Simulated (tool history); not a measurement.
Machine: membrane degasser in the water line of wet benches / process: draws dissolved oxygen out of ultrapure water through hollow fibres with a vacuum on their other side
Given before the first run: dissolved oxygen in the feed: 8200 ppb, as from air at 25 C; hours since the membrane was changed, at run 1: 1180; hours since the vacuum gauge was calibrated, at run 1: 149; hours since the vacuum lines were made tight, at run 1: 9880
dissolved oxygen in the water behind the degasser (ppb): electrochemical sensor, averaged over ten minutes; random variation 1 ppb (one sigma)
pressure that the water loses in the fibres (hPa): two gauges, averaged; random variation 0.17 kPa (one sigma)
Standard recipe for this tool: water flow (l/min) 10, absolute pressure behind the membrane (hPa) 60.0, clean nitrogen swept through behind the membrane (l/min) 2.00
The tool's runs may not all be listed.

| run | hour | water flow (l/min) | absolute pressure behind the membrane (hPa) | clean nitrogen swept through behind the membrane (l/min) | hours since the membrane was changed | hours since the vacuum gauge was calibrated | hours since the vacuum lines were made tight | dissolved oxygen in the water behind the degasser (ppb) | pressure that the water loses in the fibres (hPa) |
|---|---|---|---|---|---|---|---|---|---|
| 1 | 0.0 | 10 | 60.0 | 2.00 | 1180 | 149 | 9880 | 99.7 | 267.6 |
| 2 | 63.0 | 10 | 60.0 | 2.00 | 1243 | 212 | 9943 | 102.5 | 268.3 |
| 3 | 170.4 | 10 | 60.0 | 2.00 | 1351 | 320 | 10050 | 101.8 | 267.3 |
| 4 | 280.2 | 10 | 60.0 | 2.00 | 1460 | 429 | 10160 | 103.9 | 268.9 |
| 5 | 365.3 | 10 | 60.0 | 2.00 | 1546 | 515 | 10245 | 105.2 | 271.1 |
| 6 | 446.4 | 10 | 60.0 | 2.00 | 1627 | 596 | 10326 | 104.2 | 265.8 |
| 7 | 493.6 | 10 | 60.0 | 2.00 | 1674 | 643 | 10374 | 104.0 | 267.0 |
| 8 | 557.1 | 10 | 60.0 | 2.00 | 1737 | 706 | 10437 | 106.3 | 269.9 |
| 9 | 661.9 | 10 | 60.0 | 2.00 | 1842 | 811 | 10542 | 105.2 | 270.2 |
| 10 | 720.0 | 10 | 60.0 | 5.32 | 1900 | 869 | 10600 | 83.7 | 268.6 |
| 11 | 790.0 | 10 | 60.0 | 5.32 | 1970 | 939 | 10670 | 83.4 | 270.2 |
| 12 | 898.0 | 10 | 48.0 | 2.00 | 2078 | 1047 | 10778 | 93.4 | 268.1 |
| 13 | 999.8 | 10 | 48.0 | 2.00 | 2180 | 1149 | 10880 | 90.4 | 268.3 |
| 14 | 1084.7 | 10 | 48.0 | 2.00 | 2265 | 1234 | 10965 | 90.4 | 268.6 |
| 15 | 1186.1 | 10 | 60.0 | 2.00 | 2366 | 1335 | 11066 | 104.0 | 267.6 |
| 16 | 1253.6 | 10 | 60.0 | 5.81 | 2434 | 1403 | 11134 | 82.8 | 268.1 |
| 17 | 1312.8 | 10 | 92.0 | 2.00 | 2493 | 1462 | 11193 | 147.1 | 269.5 |
| 18 | 1418.0 | 11 | 91.5 | 4.21 | 2598 | 1567 | 11298 | 121.5 | 295.6 |
| 19 | 1507.0 | 16 | 60.0 | 2.00 | 2687 | 1656 | 11387 | 213.7 | 430.4 |
| 20 | 1613.3 | 16 | 60.0 | 2.91 | 2794 | 1763 | 11493 | 196.3 | 432.9 |
| 21 | 1714.4 | 13 | 46.7 | 2.00 | 2895 | 1864 | 11594 | 134.7 | 349.9 |
| 22 | 1765.1 | 10 | 47.7 | 1.56 | 2945 | 1914 | 11645 | 98.2 | 269.0 |
| 23 | 1818.0 | 10 | 47.7 | 1.56 | 2998 | 1967 | 11698 | 96.5 | 269.7 |
| 24 | 1904.2 | 10 | 113.3 | 1.04 | 3084 | 2053 | 11784 | 255.0 | 268.8 |
| 25 | 2010.8 | 11 | 60.0 | 3.80 | 3191 | 2160 | 11891 | 105.2 | 293.6 |
| 26 | 2087.8 | 7 | 60.0 | 2.00 | 3268 | 2237 | 11968 | 61.6 | 187.9 |
| 27 | 2191.1 | 12 | 42.1 | 1.66 | 3371 | 2340 | 12071 | 120.4 | 327.9 |
| 28 | 2262.6 | 10 | 119.2 | 1.80 | 3443 | 2412 | 12143 | 192.4 | 269.7 |
| 29 | 2314.1 | 10 | 119.2 | 1.80 | 3494 | 2463 | 12194 | 193.4 | 272.3 |
| 30 | 2405.2 | 10 | 119.2 | 1.80 | 3585 | 2554 | 12285 | 194.4 | 269.4 |
| 31 | 2508.7 | 8 | 138.0 | 2.00 | 3689 | 2658 | 12389 | 156.8 | 217.8 |
| 32 | 2602.3 | 8 | 138.0 | 2.00 | 3783 | 2752 | 12482 | 156.8 | 218.7 |

4 ways to go on from here, each from the tool as it stands after run 32. What would each give?
| A | 2678.5 | 9 | 59.2 | 4.68 | 3859 | 2828 | 12558 | ? | ? |
| B | 2678.5 | 11 | 60.0 | 2.00 | 3859 | 2828 | 12558 | ? | ? |
| C | 2678.5 | 7 | 47.6 | 2.00 | 3859 | 2828 | 12558 | ? | ? |
| D | 2678.5 | 10 | 61.0 | 4.54 | 3859 | 2828 | 12558 | ? | ? |

| run | dissolved oxygen in the water behind the degasser (ppb) | pressure that the water loses in the fibres (hPa) |
|---|---|---|
| A | 74.6 | 246.0 |
| B | 127.5 | 299.3 |
| C | 51.4 | 188.7 |
| D | 90.1 | 273.2 |
The same runs, with their run-to-run variation unchanged, on a tool lacking any hidden condition would have given:
| run | dissolved oxygen in the water behind the degasser (ppb) | pressure that the water loses in the fibres (hPa) |
|---|---|---|
| A | 66.8 | 240.4 |
| B | 115.5 | 292.5 |
| C | 45.1 | 184.3 |
| D | 81.0 | 266.9 |

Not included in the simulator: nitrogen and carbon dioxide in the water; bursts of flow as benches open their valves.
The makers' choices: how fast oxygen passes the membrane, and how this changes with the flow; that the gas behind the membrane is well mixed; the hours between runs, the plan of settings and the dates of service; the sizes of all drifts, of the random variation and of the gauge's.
